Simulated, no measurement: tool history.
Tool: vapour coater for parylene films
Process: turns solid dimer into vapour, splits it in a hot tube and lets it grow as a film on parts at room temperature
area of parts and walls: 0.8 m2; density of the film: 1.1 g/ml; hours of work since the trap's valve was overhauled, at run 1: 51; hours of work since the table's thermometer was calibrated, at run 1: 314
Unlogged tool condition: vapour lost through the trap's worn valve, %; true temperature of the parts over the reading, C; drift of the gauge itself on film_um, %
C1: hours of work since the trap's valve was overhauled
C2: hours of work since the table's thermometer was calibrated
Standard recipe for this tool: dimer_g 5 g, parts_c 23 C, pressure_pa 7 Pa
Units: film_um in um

{"run": 1, "day": 0.0, "dimer_g": 5, "parts_c": 23, "pressure_pa": 7, "C1": 51, "C2": 314, "film_um": 3.66}
{"run": 2, "day": 0.762, "dimer_g": 5, "parts_c": 23, "pressure_pa": 7, "C1": 66, "C2": 329, "film_um": 3.66}
{"run": 3, "day": 1.938, "dimer_g": 5, "parts_c": 23, "pressure_pa": 3.9, "C1": 90, "C2": 353, "film_um": 3.91}
{"run": 4, "day": 2.892, "dimer_g": 5, "parts_c": 23, "pressure_pa": 5.38, "C1": 109, "C2": 372, "film_um": 3.76}
{"run": 5, "day": 3.854, "dimer_g": 5, "parts_c": 23, "pressure_pa": 5.38, "C1": 129, "C2": 391, "film_um": 3.75}
{"run": 6, "day": 4.621, "dimer_g": 5, "parts_c": 23, "pressure_pa": 7, "C1": 144, "C2": 407, "film_um": 3.64}
{"run": 7, "day": 5.512, "dimer_g": 3, "parts_c": 23, "pressure_pa": 7, "C1": 162, "C2": 425, "film_um": 2.21}
{"run": 8, "day": 6.404, "dimer_g": 5, "parts_c": 23, "pressure_pa": 2.88, "C1": 180, "C2": 443, "film_um": 4.03}
{"run": 9, "day": 7.696, "dimer_g": 5, "parts_c": 23, "pressure_pa": 2.88, "C1": 206, "C2": 469, "film_um": 4.01}
{"run": 10, "day": 8.371, "dimer_g": 5, "parts_c": 23, "pressure_pa": 2.88, "C1": 220, "C2": 482, "film_um": 3.99}
{"run": 11, "day": 9.067, "dimer_g": 5, "parts_c": 23, "pressure_pa": 2.88, "C1": 234, "C2": 496, "film_um": 3.99}
{"run": 12, "day": 9.783, "dimer_g": 5, "parts_c": 23, "pressure_pa": 2.88, "C1": 248, "C2": 511, "film_um": 4.04}
{"run": 13, "day": 10.683, "dimer_g": 4, "parts_c": 33, "pressure_pa": 4.05, "C1": 266, "C2": 529, "film_um": 2.57}
{"run": 14, "day": 11.371, "dimer_g": 5, "parts_c": 24, "pressure_pa": 2.88, "C1": 280, "C2": 543, "film_um": 3.93}
{"run": 15, "day": 12.033, "dimer_g": 6, "parts_c": 16, "pressure_pa": 7.75, "C1": 293, "C2": 556, "film_um": 4.9}
{"run": 16, "day": 12.588, "dimer_g": 4, "parts_c": 24, "pressure_pa": 8.7, "C1": 304, "C2": 567, "film_um": 2.77}
{"run": 17, "day": 13.633, "dimer_g": 5, "parts_c": 17, "pressure_pa": 3.95, "C1": 325, "C2": 588, "film_um": 4.32}
{"run": 18, "day": 14.954, "dimer_g": 6, "parts_c": 20, "pressure_pa": 4.65, "C1": 352, "C2": 615, "film_um": 4.78}
{"run": 19, "day": 16.254, "dimer_g": 2, "parts_c": 23, "pressure_pa": 6.5, "C1": 378, "C2": 641, "film_um": 1.46}
{"run": 20, "day": 17.279, "dimer_g": 5, "parts_c": 32, "pressure_pa": 7, "C1": 399, "C2": 661, "film_um": 3.05}
{"run": 21, "day": 18.112, "dimer_g": 3, "parts_c": 23, "pressure_pa": 10.27, "C1": 416, "C2": 678, "film_um": 2.06}
{"run": 22, "day": 19.338, "dimer_g": 2, "parts_c": 27, "pressure_pa": 3.09, "C1": 440, "C2": 703, "film_um": 1.45}
{"run": 23, "day": 20.133, "dimer_g": 2, "parts_c": 27, "pressure_pa": 3.09, "C1": 456, "C2": 719, "film_um": 1.45}
{"run": 24, "day": 21.346, "dimer_g": 3, "parts_c": 26, "pressure_pa": 8.05, "C1": 481, "C2": 743, "film_um": 2.01}

4 ways to go on from here, each from the tool as it stands after run 24. What would each give?
{"run": "A", "day": 22.588, "dimer_g": 5, "parts_c": 17, "pressure_pa": 6.79, "C1": 506, "C2": 768, "film_um": "?"}
{"run": "B", "day": 22.588, "dimer_g": 5, "parts_c": 19, "pressure_pa": 2.91, "C1": 506, "C2": 768, "film_um": "?"}
{"run": "C", "day": 22.588, "dimer_g": 2, "parts_c": 23, "pressure_pa": 7, "C1": 506, "C2": 768, "film_um": "?"}
{"run": "D", "day": 22.588, "dimer_g": 4, "parts_c": 32, "pressure_pa": 3.7, "C1": 506, "C2": 768, "film_um": "?"}

run=A film_um=4.04
run=B film_um=4.24
run=C film_um=1.44
run=D film_um=2.6
The same runs, with their run-to-run variation unchanged, on a tool lacking any hidden condition would have given:
run=A film_um=4.13
run=B film_um=4.34
run=C film_um=1.48
run=D film_um=2.66

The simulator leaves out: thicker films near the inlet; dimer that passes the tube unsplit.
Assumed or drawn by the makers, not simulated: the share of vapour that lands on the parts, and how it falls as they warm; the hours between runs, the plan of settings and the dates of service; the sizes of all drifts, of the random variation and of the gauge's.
